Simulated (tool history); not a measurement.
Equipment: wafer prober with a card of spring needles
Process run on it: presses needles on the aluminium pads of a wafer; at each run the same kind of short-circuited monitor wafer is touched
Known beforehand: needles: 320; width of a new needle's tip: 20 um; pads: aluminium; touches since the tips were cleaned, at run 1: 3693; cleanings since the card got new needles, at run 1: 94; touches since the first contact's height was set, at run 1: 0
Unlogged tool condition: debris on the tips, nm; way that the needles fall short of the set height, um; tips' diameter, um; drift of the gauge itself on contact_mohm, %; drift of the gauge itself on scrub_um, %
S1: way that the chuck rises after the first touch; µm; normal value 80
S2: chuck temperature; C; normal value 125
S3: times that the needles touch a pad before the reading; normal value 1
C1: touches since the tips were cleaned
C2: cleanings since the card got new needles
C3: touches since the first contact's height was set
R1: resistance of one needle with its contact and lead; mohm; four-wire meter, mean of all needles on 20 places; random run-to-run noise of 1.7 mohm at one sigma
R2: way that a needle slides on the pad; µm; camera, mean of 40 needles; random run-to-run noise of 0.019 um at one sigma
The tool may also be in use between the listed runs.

run     day  S1   S2  S3    C1   C2      C3   R1     R2
  1   0.000  80  125   1  3693   94       0  215  17.71
      0.371  -- tips cleaned on abrasive film
      1.283  -- tips cleaned on abrasive film
  2   1.421  80  125   1   988   96   10227  197  17.68
      2.192  -- tips cleaned on abrasive film
  3   2.846  80  125   1  4749   97   20519  224  17.71
      3.225  -- tips cleaned on abrasive film
      4.212  -- tips cleaned on abrasive film
      5.096  -- tips cleaned on abrasive film
  4   5.096  80  125   1     0  100   36724  176  17.59
      5.950  -- tips cleaned on abrasive film
      6.833  -- tips cleaned on abrasive film
  5   6.833  76  125   1     0  102   49238  181  16.68
      7.762  -- tips cleaned on abrasive film
      8.625  -- tips cleaned on abrasive film
  6   9.104  80  125   1  3480  104   65613  217  17.56
      9.517  -- tips cleaned on abrasive film
     10.450  -- tips cleaned on abrasive film
  7  10.592  90  125   1  1029  106   76319  192  19.74
     11.333  -- tips cleaned on abrasive film
     12.196  -- tips cleaned on abrasive film
  8  12.421  90  125   1  1624  108   89505  200  19.70
     13.133  -- tips cleaned on abrasive film
     14.017  -- tips cleaned on abrasive film
  9  14.617  80  125   1  4346  110  105345  225  17.45
     14.967  -- tips cleaned on abrasive film
     15.446  -- height of the first contact set anew
     15.862  -- tips cleaned on abrasive film
 10  15.862  80   39   1     0  112    3003  161  17.72
     16.775  -- tips cleaned on abrasive film
 11  16.867  80  125   1   666  113   10221  191  17.71
     17.658  -- tips cleaned on abrasive film
 12  18.058  80  125   2  2898  114   18837  196  17.65
     18.667  -- tips cleaned on abrasive film
     19.554  -- tips cleaned on abrasive film
 13  20.312  80  125   2  5467  116   35076  207  17.69
     20.450  -- tips cleaned on abrasive film
     21.396  -- tips cleaned on abrasive film
 14  21.396  80  125   2     0  118   42881  173  17.63
     22.254  -- tips cleaned on abrasive film
 15  23.017  80  125   2  5508  119   54575  204  17.61
     23.175  -- tips cleaned on abrasive film
     24.200  -- tips cleaned on abrasive film
     25.075  -- tips cleaned on abrasive film
 16  25.075  80  125   2     0  122   69393  176  17.59
     25.992  -- tips cleaned on abrasive film
     26.854  -- tips cleaned on abrasive film
 17  27.296  80  125   2  3186  124   85398  203  17.52
     27.738  -- tips cleaned on abrasive film
     28.638  -- tips cleaned on abrasive film
 18  29.092  61  125   3  3285  126   98343  205  13.28
     29.496  -- tips cleaned on abrasive film
 19  30.279  61  125   3  5670  127  106910  211  13.26
     30.379  -- tips cleaned on abrasive film
     30.792  -- height of the first contact set anew
     31.296  -- tips cleaned on abrasive film
     32.196  -- tips cleaned on abrasive film
 20  32.196  86   67   1     0  130   10114  163  19.07

Predict the results of run 21:
     33.075  -- tips cleaned on abrasive film
     34.067  -- tips cleaned on abrasive film
 21  34.292  86  67   1  1629  132  25221   ?   ?

R1: 198 mohm
R2: 19.03 µm
Were there no unlogged condition in the tool, this run, its random variation unchanged, would have produced R1 160 mohm, R2 19.08 µm.
